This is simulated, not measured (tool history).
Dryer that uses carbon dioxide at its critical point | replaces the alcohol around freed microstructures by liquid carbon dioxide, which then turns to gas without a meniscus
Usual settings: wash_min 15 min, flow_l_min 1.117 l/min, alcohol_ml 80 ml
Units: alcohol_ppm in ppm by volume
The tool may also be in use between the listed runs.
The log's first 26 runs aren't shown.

Run 27, hour 219.7: usual settings but wash_min 22 min, flow_l_min 1.31 l/min. Result: alcohol_ppm 36 ppm by volume.
Run 28, hour 225.9: usual settings but wash_min 13 min. Result: alcohol_ppm 349 ppm by volume.
Run 29, hour 233.2: usual settings but wash_min 23 min. Result: alcohol_ppm 40 ppm by volume.
Run 30, hour 238.4: usual settings but wash_min 23 min. Result: alcohol_ppm 48 ppm by volume.
Run 31, hour 248.1: usual settings but wash_min 23 min. Result: alcohol_ppm 45 ppm by volume.
Run 32, hour 256.7: usual settings but wash_min 23 min. Result: alcohol_ppm 51 ppm by volume.
Run 33, hour 263.1: usual settings but wash_min 22 min, flow_l_min 1.67 l/min, alcohol_ml 55 ml. Result: alcohol_ppm 30 ppm by volume.
Run 34, hour 274.8: usual settings but wash_min 22 min, flow_l_min 1.67 l/min, alcohol_ml 55 ml. Result: alcohol_ppm 37 ppm by volume.
Run 35, hour 284: usual settings but flow_l_min 1.04 l/min. Result: alcohol_ppm 274 ppm by volume.

The next listed run, before its measurement:
Run 36, hour 291.5: usual settings but flow_l_min 1.04 l/min. Result: alcohol_ppm ?.

Run 36 gave alcohol_ppm 286 ppm by volume.
Without the tool's hidden state the same run would have given alcohol_ppm 189 ppm by volume.
